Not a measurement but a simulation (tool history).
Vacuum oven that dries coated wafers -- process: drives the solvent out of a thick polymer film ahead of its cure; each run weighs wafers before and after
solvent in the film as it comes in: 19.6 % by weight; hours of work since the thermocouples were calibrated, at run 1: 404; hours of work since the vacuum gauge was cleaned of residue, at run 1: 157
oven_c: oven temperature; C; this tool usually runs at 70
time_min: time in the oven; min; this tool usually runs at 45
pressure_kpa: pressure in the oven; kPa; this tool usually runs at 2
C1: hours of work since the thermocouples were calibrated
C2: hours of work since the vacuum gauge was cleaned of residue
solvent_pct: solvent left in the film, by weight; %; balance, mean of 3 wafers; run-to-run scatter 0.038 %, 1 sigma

run 1 hour=0 | oven_c=70 time_min=45 pressure_kpa=2 | C1=404 C2=157 | solvent_pct=4.94
run 2 hour=19.7 | oven_c=70 time_min=45 pressure_kpa=2 | C1=419 C2=173 | solvent_pct=5.05
run 3 hour=37.5 | oven_c=70 time_min=45 pressure_kpa=2 | C1=433 C2=187 | solvent_pct=5
run 4 hour=53.3 | oven_c=70 time_min=24 pressure_kpa=2 | C1=446 C2=199 | solvent_pct=8.33
run 5 hour=76.5 | oven_c=70 time_min=22 pressure_kpa=2 | C1=464 C2=217 | solvent_pct=8.8
run 6 hour=102.1 | oven_c=70 time_min=45 pressure_kpa=2 | C1=484 C2=237 | solvent_pct=5
run 7 hour=122.2 | oven_c=70 time_min=45 pressure_kpa=2 | C1=500 C2=253 | solvent_pct=5.01
run 8 hour=144.7 | oven_c=70 time_min=45 pressure_kpa=2 | C1=517 C2=271 | solvent_pct=4.99
run 9 hour=168.3 | oven_c=70 time_min=45 pressure_kpa=2 | C1=536 C2=289 | solvent_pct=4.99
run 10 hour=180 | oven_c=70 time_min=45 pressure_kpa=5.96 | C1=545 C2=298 | solvent_pct=7.15
run 11 hour=196.8 | oven_c=70 time_min=45 pressure_kpa=5.96 | C1=558 C2=311 | solvent_pct=7.18
run 12 hour=215.3 | oven_c=70 time_min=45 pressure_kpa=5.96 | C1=573 C2=326 | solvent_pct=7.28
run 13 hour=227.6 | oven_c=70 time_min=45 pressure_kpa=5.96 | C1=582 C2=336 | solvent_pct=7.18
run 14 hour=245.4 | oven_c=61 time_min=45 pressure_kpa=5.96 | C1=596 C2=350 | solvent_pct=10.92
run 15 hour=268.7 | oven_c=68 time_min=45 pressure_kpa=5.96 | C1=614 C2=368 | solvent_pct=8.06
run 16 hour=289.7 | oven_c=71 time_min=45 pressure_kpa=2 | C1=631 C2=384 | solvent_pct=4.71
run 17 hour=312.2 | oven_c=70 time_min=45 pressure_kpa=4.49 | C1=649 C2=402 | solvent_pct=6.35
run 18 hour=337.3 | oven_c=70 time_min=45 pressure_kpa=2 | C1=668 C2=422 | solvent_pct=5.04
run 19 hour=360.9 | oven_c=61 time_min=45 pressure_kpa=2 | C1=687 C2=440 | solvent_pct=8.36
run 20 hour=380.2 | oven_c=61 time_min=45 pressure_kpa=2 | C1=702 C2=455 | solvent_pct=8.33
run 21 hour=390.9 | oven_c=61 time_min=45 pressure_kpa=2 | C1=710 C2=464 | solvent_pct=8.34
run 22 hour=411.4 | oven_c=61 time_min=45 pressure_kpa=2 | C1=726 C2=480 | solvent_pct=8.38
run 23 hour=435.4 | oven_c=61 time_min=45 pressure_kpa=2 | C1=745 C2=499 | solvent_pct=8.25
run 24 hour=460.4 | oven_c=66 time_min=39 pressure_kpa=2 | C1=765 C2=518 | solvent_pct=7.13
run 25 hour=477.5 | oven_c=66 time_min=39 pressure_kpa=2 | C1=778 C2=532 | solvent_pct=7.17
run 26 hour=497.7 | oven_c=64 time_min=26 pressure_kpa=2.12 | C1=794 C2=547 | solvent_pct=10.04
run 27 hour=508.1 | oven_c=84 time_min=32 pressure_kpa=1.37 | C1=802 C2=556 | solvent_pct=2.28
run 28 hour=522 | oven_c=84 time_min=32 pressure_kpa=1.37 | C1=813 C2=566 | solvent_pct=2.32
run 29 hour=543.1 | oven_c=76 time_min=75 pressure_kpa=1.37 | C1=830 C2=583 | solvent_pct=1.27
run 30 hour=557.8 | oven_c=76 time_min=75 pressure_kpa=1.37 | C1=841 C2=594 | solvent_pct=1.34
run 31 hour=578.5 | oven_c=78 time_min=64 pressure_kpa=3.71 | C1=857 C2=611 | solvent_pct=2.46
run 32 hour=591.7 | oven_c=78 time_min=64 pressure_kpa=3.71 | C1=868 C2=621 | solvent_pct=2.46
run 33 hour=609.8 | oven_c=74 time_min=45 pressure_kpa=1.71 | C1=882 C2=635 | solvent_pct=3.61
run 34 hour=634.2 | oven_c=81 time_min=44 pressure_kpa=1.14 | C1=901 C2=654 | solvent_pct=1.7
run 35 hour=655.5 | oven_c=66 time_min=64 pressure_kpa=2.91 | C1=918 C2=671 | solvent_pct=5.32
run 36 hour=679.9 | oven_c=72 time_min=45 pressure_kpa=2.34 | C1=937 C2=690 | solvent_pct=4.54
run 37 hour=697.7 | oven_c=80 time_min=45 pressure_kpa=1.23 | C1=951 C2=704 | solvent_pct=1.92
run 38 hour=710.8 | oven_c=84 time_min=45 pressure_kpa=2 | C1=961 C2=715 | solvent_pct=1.44
run 39 hour=733.5 | oven_c=83 time_min=28 pressure_kpa=2 | C1=979 C2=732 | solvent_pct=3.3
run 40 hour=754 | oven_c=72 time_min=27 pressure_kpa=6.98 | C1=995 C2=748 | solvent_pct=9.12
run 41 hour=779.4 | oven_c=72 time_min=27 pressure_kpa=6.98 | C1=1015 C2=768 | solvent_pct=9.25
run 42 hour=794 | oven_c=72 time_min=27 pressure_kpa=6.98 | C1=1026 C2=780 | solvent_pct=9.08
run 43 hour=807.5 | oven_c=72 time_min=54 pressure_kpa=6.98 | C1=1037 C2=790 | solvent_pct=6.28
run 44 hour=830.4 | oven_c=70 time_min=40 pressure_kpa=2 | C1=1055 C2=808 | solvent_pct=5.62
run 45 hour=847.4 | oven_c=70 time_min=40 pressure_kpa=2 | C1=1068 C2=822 | solvent_pct=5.61
run 46 hour=872.2 | oven_c=63 time_min=40 pressure_kpa=4.29 | C1=1088 C2=841 | solvent_pct=9.56

Alternative continuations, all from the tool just after run 46; predict every row:
run A hour=894 | oven_c=63 time_min=40 pressure_kpa=3.11 | C1=1105 C2=858 | solvent_pct=?
run B hour=894 | oven_c=63 time_min=40 pressure_kpa=1.35 | C1=1105 C2=858 | solvent_pct=?
run C hour=894 | oven_c=63 time_min=50 pressure_kpa=4.29 | C1=1105 C2=858 | solvent_pct=?

run=A solvent_pct=8.88
run=B solvent_pct=7.79
run=C solvent_pct=8.53
What these runs would have given with no unlogged condition in the tool:
run=A solvent_pct=8.89
run=B solvent_pct=7.8
run=C solvent_pct=8.55
